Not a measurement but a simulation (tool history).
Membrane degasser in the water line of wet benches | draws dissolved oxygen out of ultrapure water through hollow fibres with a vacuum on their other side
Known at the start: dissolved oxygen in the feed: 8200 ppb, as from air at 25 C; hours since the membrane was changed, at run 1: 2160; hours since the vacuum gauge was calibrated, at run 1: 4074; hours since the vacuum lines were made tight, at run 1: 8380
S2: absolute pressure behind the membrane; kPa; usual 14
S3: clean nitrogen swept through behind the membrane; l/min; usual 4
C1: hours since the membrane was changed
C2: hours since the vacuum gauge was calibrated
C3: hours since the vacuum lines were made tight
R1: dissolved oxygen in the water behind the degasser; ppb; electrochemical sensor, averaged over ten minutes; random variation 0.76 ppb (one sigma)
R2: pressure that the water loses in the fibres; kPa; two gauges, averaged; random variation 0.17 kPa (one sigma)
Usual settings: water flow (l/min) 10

run 1 hour=0 | water_flow_(l/min)=10 S2=14 S3=4 | C1=2160 C2=4074 C3=8380 | R1=75.3 R2=27.67
run 2 hour=48.1 | water_flow_(l/min)=10 S2=14 S3=4 | C1=2208 C2=4122 C3=8428 | R1=76.9 R2=27.79
run 3 hour=118.5 | water_flow_(l/min)=10 S2=14 S3=1.96 | C1=2279 C2=4193 C3=8499 | R1=147.8 R2=27.71
run 4 hour=157 | water_flow_(l/min)=10 S2=14 S3=4 | C1=2317 C2=4231 C3=8537 | R1=76 R2=27.69
run 5 hour=193.9 | water_flow_(l/min)=10 S2=14 S3=4 | C1=2354 C2=4268 C3=8574 | R1=74.5 R2=27.93
run 6 hour=258.6 | water_flow_(l/min)=10 S2=14 S3=4 | C1=2419 C2=4333 C3=8639 | R1=76.8 R2=27.65
run 7 hour=300 | water_flow_(l/min)=10 S2=14 S3=3.3 | C1=2460 C2=4374 C3=8680 | R1=90.3 R2=27.93
run 8 hour=334.2 | water_flow_(l/min)=10 S2=14 S3=3.3 | C1=2495 C2=4408 C3=8714 | R1=93.4 R2=27.62
run 9 hour=386.3 | water_flow_(l/min)=10 S2=14 S3=4.52 | C1=2547 C2=4460 C3=8766 | R1=67.6 R2=27.96
run 10 hour=453.4 | water_flow_(l/min)=10 S2=14 S3=4.52 | C1=2614 C2=4527 C3=8833 | R1=67.7 R2=27.86
run 11 hour=522.8 | water_flow_(l/min)=10 S2=14 S3=4.52 | C1=2683 C2=4597 C3=8903 | R1=68.3 R2=27.61
run 12 hour=594.2 | water_flow_(l/min)=10 S2=14 S3=4 | C1=2755 C2=4668 C3=8974 | R1=75.7 R2=27.96
run 13 hour=665.4 | water_flow_(l/min)=10 S2=14 S3=4 | C1=2826 C2=4740 C3=9046 | R1=75.9 R2=27.8
run 14 hour=714.2 | water_flow_(l/min)=9 S2=14 S3=4 | C1=2875 C2=4788 C3=9094 | R1=69.3 R2=24.77
run 15 hour=784.8 | water_flow_(l/min)=11 S2=14.7 S3=1.73 | C1=2945 C2=4859 C3=9165 | R1=195.2 R2=30.73
run 16 hour=836.8 | water_flow_(l/min)=14 S2=12.5 S3=2.4 | C1=2997 C2=4911 C3=9217 | R1=161.9 R2=38.73
run 17 hour=902.8 | water_flow_(l/min)=10 S2=14 S3=4 | C1=3063 C2=4977 C3=9283 | R1=77 R2=27.66
run 18 hour=960 | water_flow_(l/min)=7 S2=17.8 S3=2.4 | C1=3120 C2=5034 C3=9340 | R1=116.5 R2=19.59
run 19 hour=1006.6 | water_flow_(l/min)=10 S2=16.8 S3=4.55 | C1=3167 C2=5081 C3=9387 | R1=84.1 R2=27.55
run 20 hour=1054.1 | water_flow_(l/min)=10 S2=16.8 S3=4.55 | C1=3214 C2=5128 C3=9434 | R1=84.1 R2=27.82
run 21 hour=1083.3 | water_flow_(l/min)=10 S2=25.4 S3=4.25 | C1=3244 C2=5157 C3=9463 | R1=144.5 R2=27.85
run 22 hour=1115.9 | water_flow_(l/min)=7 S2=11.5 S3=4 | C1=3276 C2=5190 C3=9496 | R1=42.2 R2=19.67
run 23 hour=1184.2 | water_flow_(l/min)=7 S2=11.5 S3=4 | C1=3345 C2=5258 C3=9564 | R1=42 R2=19.6

The same runs without the tool's hidden state, with the same run-to-run variation:
The hidden state here: membrane still open, %; true pressure behind the membrane over the reading, kPa; air that leaks in behind the membrane, l/min; drift of the gauge itself on oxygen_ppb, %; drift of the gauge itself on loss_of_pressure_kpa, %.
run=1 R1=69 R2=27.42
run=2 R1=70.5 R2=27.53
run=3 R1=135.9 R2=27.44
run=4 R1=69.5 R2=27.42
run=5 R1=68.1 R2=27.65
run=6 R1=70.2 R2=27.35
run=7 R1=82.6 R2=27.64
run=8 R1=85.3 R2=27.32
run=9 R1=61.6 R2=27.66
run=10 R1=61.6 R2=27.54
run=11 R1=62.2 R2=27.29
run=12 R1=68.8 R2=27.62
run=13 R1=68.9 R2=27.46
run=14 R1=62.5 R2=24.46
run=15 R1=180 R2=30.33
run=16 R1=150.3 R2=38.22
run=17 R1=69.8 R2=27.28
run=18 R1=103 R2=19.33
run=19 R1=76.3 R2=27.17
run=20 R1=76.2 R2=27.43
run=21 R1=132.1 R2=27.45
run=22 R1=36.6 R2=19.38
run=23 R1=36.4 R2=19.31
